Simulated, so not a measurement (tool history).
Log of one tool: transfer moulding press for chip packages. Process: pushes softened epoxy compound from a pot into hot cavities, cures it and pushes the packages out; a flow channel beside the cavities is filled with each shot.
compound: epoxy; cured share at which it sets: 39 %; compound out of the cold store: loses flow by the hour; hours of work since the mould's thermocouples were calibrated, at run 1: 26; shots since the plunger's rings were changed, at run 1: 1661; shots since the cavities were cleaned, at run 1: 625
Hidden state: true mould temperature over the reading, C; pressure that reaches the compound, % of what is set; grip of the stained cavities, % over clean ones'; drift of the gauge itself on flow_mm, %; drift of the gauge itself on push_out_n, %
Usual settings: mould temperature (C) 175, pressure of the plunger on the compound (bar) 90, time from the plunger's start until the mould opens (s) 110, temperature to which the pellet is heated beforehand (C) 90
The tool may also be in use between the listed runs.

run	hour	mould temperature (C)	pressure of the plunger on the compound (bar)	time from the plunger's start until the mould opens (s)	temperature to which the pellet is heated beforehand (C)	hours of work since the mould's thermocouples were calibrated	shots since the plunger's rings were changed	shots since the cavities were cleaned	incoming compound's hours out of the cold store	length that the compound runs in the flow channel (mm)	greatest force on the pins that push the packages out (N)
1	0	175	90	110	90	26	1661	625	29.7	591	231
2	13.8	175	90	110	90	33	1775	739	14.9	642	244
3	21.5	175	90	110	90	37	1840	804	17.7	632	235
4	38	175	90	110	90	45	1977	941	42.4	562	238
# hour 55.1: cavities cleaned with cleaning compound and waxed
5	55.3	175	90	110	90	53	2108	2	21	623	166
6	73.3	175	90	110	100	62	2258	152	13.2	638	191
7	83.5	175	90	110	90	68	2342	236	9.1	659	204
8	92.1	175	90	110	90	72	2414	308	30.2	603	207
9	109.4	177	90	110	90	81	2557	451	40	557	219
10	120.6	177	90	110	90	86	2650	544	18.4	613	223
11	128.7	177	90	110	90	91	2717	611	38.5	556	225
12	143	177	90	110	90	98	2836	730	47.8	531	237
13	154.9	175	90	110	87	104	2934	828	23	611	249
14	163.3	175	103.2	148	88	108	3004	898	13.7	689	233
15	181.8	175	88.6	148	87	118	3158	1052	38.2	557	234
# hour 185.9: cavities cleaned with cleaning compound and waxed
16	200.7	176	105.2	105	90	127	3303	124	32.9	625	188
17	208.5	176	109.1	105	87	131	3368	189	22.3	673	197
18	220.1	172	90	110	93	136	3464	285	27.3	599	223
19	229.9	172	90	110	93	141	3545	366	23.7	623	235
20	246.1	169	78.3	131	82	150	3680	501	41.1	535	236
21	259	175	90	102	90	156	3787	608	8.9	653	248
22	268	175	90	102	90	161	3861	682	45.2	540	238
23	286.2	174	100.6	110	98	170	4012	833	17.9	652	251
24	304.1	183	100.6	125	98	179	4161	982	31.5	576	224
# hour 316.4: cavities cleaned with cleaning compound and waxed
25	320.7	178	100.6	112	87	187	4286	35	27.9	602	164

Forecast each of these 5 alternatives for the next run:
A	338.3	181	68.1	110	81	196	4433	182	36.7	?	?
B	338.3	167	95.6	110	90	196	4433	182	32.5	?	?
C	338.3	175	97.4	110	90	196	4433	182	11.5	?	?
D	338.3	178	83.7	120	98	196	4433	182	34	?	?
E	338.3	179	90	117	81	196	4433	182	34.8	?	?

run	length that the compound runs in the flow channel (mm)	greatest force on the pins that push the packages out (N)
A	464	190
B	616	270
C	672	199
D	537	187
E	540	187
Without the tool's hidden state the same runs would have given:
run	length that the compound runs in the flow channel (mm)	greatest force on the pins that push the packages out (N)
A	493	157
B	653	215
C	713	165
D	570	155
E	574	156
